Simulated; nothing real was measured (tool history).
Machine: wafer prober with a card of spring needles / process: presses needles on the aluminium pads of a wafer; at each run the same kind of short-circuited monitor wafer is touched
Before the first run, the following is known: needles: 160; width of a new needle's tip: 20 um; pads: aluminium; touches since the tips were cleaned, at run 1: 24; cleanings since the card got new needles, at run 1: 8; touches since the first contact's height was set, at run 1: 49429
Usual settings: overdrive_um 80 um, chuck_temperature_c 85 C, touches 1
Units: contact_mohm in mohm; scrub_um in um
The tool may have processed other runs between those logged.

| run | hour | overdrive_um | chuck_temperature_c | touches | touches since the tips were cleaned | cleanings since the card got new needles | touches since the first contact's height was set | contact_mohm | scrub_um |
|---|---|---|---|---|---|---|---|---|---|
| 1 | 0 | 80 | 85 | 1 | 24 | 8 | 49429 | 243 | 17.24 |
| 2 | 7.6 | 80 | 85 | 1 | 1974 | 8 | 51379 | 292 | 17.19 |
| 3 | 14.6 | 80 | 85 | 1 | 3774 | 8 | 53179 | 318 | 17.26 |
|  | 20.2 | tips cleaned on abrasive film |
| 4 | 24.2 | 80 | 85 | 1 | 1032 | 9 | 55598 | 271 | 17.09 |
| 5 | 30.6 | 80 | 85 | 1 | 2672 | 9 | 57238 | 304 | 17.33 |
| 6 | 38.8 | 80 | 85 | 1 | 4770 | 9 | 59336 | 326 | 17.28 |
|  | 40.6 | tips cleaned on abrasive film |
| 7 | 47 | 80 | 85 | 1 | 1631 | 10 | 61423 | 285 | 17.17 |
| 8 | 56.9 | 80 | 85 | 1 | 4174 | 10 | 63966 | 319 | 17.33 |
|  | 57.9 | height of the first contact set anew |
|  | 61.4 | tips cleaned on abrasive film |
| 9 | 65.9 | 80 | 85 | 1 | 1147 | 11 | 2037 | 269 | 17.15 |
| 10 | 73.9 | 77 | 85 | 1 | 3206 | 11 | 4096 | 313 | 16.57 |
|  | 81.5 | tips cleaned on abrasive film |
| 11 | 82.5 | 77 | 42 | 1 | 268 | 12 | 6273 | 243 | 16.38 |
| 12 | 87.2 | 80 | 85 | 1 | 1465 | 12 | 7470 | 286 | 17.21 |
|  | 89 | height of the first contact set anew, once more |
| 13 | 91.6 | 80 | 85 | 1 | 2513 | 12 | 673 | 298 | 17.4 |
| 14 | 98.3 | 80 | 85 | 1 | 4230 | 12 | 2390 | 315 | 17.4 |
|  | 102.5 | tips cleaned on abrasive film |
| 15 | 107.7 | 89 | 28 | 1 | 1343 | 13 | 4772 | 256 | 19.37 |
| 16 | 111.9 | 89 | 28 | 1 | 2413 | 13 | 5842 | 273 | 19.44 |
| 17 | 121.2 | 63 | 56 | 3 | 4813 | 13 | 8242 | 286 | 13.6 |
|  | 122.5 | tips cleaned on abrasive film |
| 18 | 128.3 | 79 | 43 | 1 | 1483 | 14 | 10033 | 275 | 17.29 |
| 19 | 137.8 | 79 | 43 | 1 | 3906 | 14 | 12456 | 309 | 17.14 |
|  | 142.6 | tips cleaned on abrasive film |
| 20 | 142.9 | 80 | 65 | 3 | 69 | 15 | 13734 | 237 | 17.32 |
| 21 | 147.7 | 80 | 65 | 3 | 1301 | 15 | 14966 | 248 | 17.33 |
| 22 | 152.8 | 80 | 85 | 1 | 2611 | 15 | 16276 | 307 | 17.35 |
|  | 162.7 | tips cleaned on abrasive film |
| 23 | 162.7 | 60 | 42 | 1 | 0 | 16 | 18785 | 241 | 13.05 |
| 24 | 171.4 | 80 | 77 | 1 | 2229 | 16 | 21014 | 295 | 17.25 |
| 25 | 179.1 | 83 | 85 | 1 | 4201 | 16 | 22986 | 314 | 18.09 |
|  | 183.4 | tips cleaned on abrasive film |
| 26 | 184.5 | 83 | 85 | 1 | 262 | 17 | 24340 | 250 | 17.87 |
| 27 | 194.3 | 97 | 120 | 1 | 2771 | 17 | 26849 | 287 | 21.03 |
| 28 | 201.6 | 97 | 120 | 1 | 4650 | 17 | 28728 | 302 | 21.05 |

Some steps in contact_mohm between neighbouring runs. How much of each would the tool show without its hidden state too (settings, what came in, random variation), and how much is left for the hidden state, with any gauge scatter that isn't in both results?
The hidden state here: debris on the tips, nm; way that the needles fall short of the set height, um; tips' diameter, um; drift of the gauge itself on contact_mohm, %; drift of the gauge itself on scrub_um, %.
Run 10 -> 11: chuck_temperature_c 85 -> 42, tips cleaned on abrasive film. contact_mohm -70 mohm: hidden state -59, all else -11.
Run 19 -> 20: overdrive_um 79 -> 80, chuck_temperature_c 43 -> 65, touches 1 -> 3, tips cleaned on abrasive film. contact_mohm -72 mohm: hidden state -82, all else +10.
Run 25 -> 26: tips cleaned on abrasive film. contact_mohm -64 mohm: hidden state -62, all else -2.
